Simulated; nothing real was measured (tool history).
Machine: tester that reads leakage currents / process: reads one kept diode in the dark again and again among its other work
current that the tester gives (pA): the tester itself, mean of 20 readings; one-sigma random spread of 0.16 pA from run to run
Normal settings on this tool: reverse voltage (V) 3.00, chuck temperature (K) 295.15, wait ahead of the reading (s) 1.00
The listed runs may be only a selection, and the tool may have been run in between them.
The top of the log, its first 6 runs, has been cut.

| run | hour | reverse voltage (V) | chuck temperature (K) | wait ahead of the reading (s) | current that the tester gives (pA) |
|---|---|---|---|---|---|
| 7 | 1016.7 | 4.24 | 295.15 | 1.00 | 58.12 |
| 8 | 1171.5 | 4.24 | 295.15 | 1.00 | 58.70 |
| 9 | 1404.2 | 4.21 | 295.15 | 1.00 | 58.15 |
| 10 | 1631.5 | 3.00 | 295.15 | 1.00 | 50.92 |
| 11 | 1733.6 | 3.00 | 295.15 | 1.00 | 51.01 |
| 12 | 1960.0 | 3.00 | 295.15 | 1.00 | 50.94 |
| 13 | 2154.9 | 3.00 | 295.15 | 2.11 | 50.86 |
| 14 | 2342.0 | 11.54 | 295.15 | 2.11 | 86.52 |
| 15 | 2474.4 | 3.00 | 295.15 | 5.88 | 50.79 |
| 16 | 2699.2 | 12.81 | 295.15 | 6.46 | 89.95 |
|  | 2796.6 | tester calibrated |
| 17 | 2918.2 | 5.57 | 328.15 | 9.95 | 746.41 |
| 18 | 3116.3 | 3.00 | 295.15 | 1.83 | 50.57 |
| 19 | 3291.8 | 1.60 | 303.15 | 1.00 | 75.64 |
|  | 3356.2 | chuck's temperature calibrated |
| 20 | 3430.9 | 1.60 | 303.15 | 1.00 | 75.24 |
| 21 | 3538.6 | 1.60 | 300.15 | 0.70 | 59.43 |
| 22 | 3653.7 | 1.60 | 300.15 | 0.70 | 59.55 |
| 23 | 3778.6 | 3.94 | 321.15 | 1.69 | 404.50 |
| 24 | 3925.1 | 3.94 | 321.15 | 1.69 | 403.97 |
| 25 | 4075.1 | 5.03 | 305.15 | 0.45 | 138.93 |
| 26 | 4182.9 | 1.94 | 295.15 | 1.62 | 42.68 |
|  | 4205.3 | probe card cleaned and baked |
| 27 | 4405.8 | 6.63 | 308.15 | 2.43 | 192.88 |
| 28 | 4553.6 | 7.22 | 295.15 | 1.00 | 72.02 |
| 29 | 4696.8 | 2.45 | 327.15 | 6.70 | 505.94 |
| 30 | 4884.5 | 2.45 | 308.15 | 9.80 | 130.60 |

Forecast each of these 3 alternatives for the next run:
| A | 5113.4 | 3.94 | 308.15 | 0.35 | ? |
| B | 5113.4 | 2.45 | 308.15 | 4.40 | ? |
| C | 5113.4 | 3.00 | 297.15 | 1.00 | ? |

| run | current that the tester gives (pA) |
|---|---|
| A | 158.98 |
| B | 130.93 |
| C | 59.92 |
With no hidden state in the tool, these same runs would have given:
| run | current that the tester gives (pA) |
|---|---|
| A | 158.99 |
| B | 130.94 |
| C | 59.92 |

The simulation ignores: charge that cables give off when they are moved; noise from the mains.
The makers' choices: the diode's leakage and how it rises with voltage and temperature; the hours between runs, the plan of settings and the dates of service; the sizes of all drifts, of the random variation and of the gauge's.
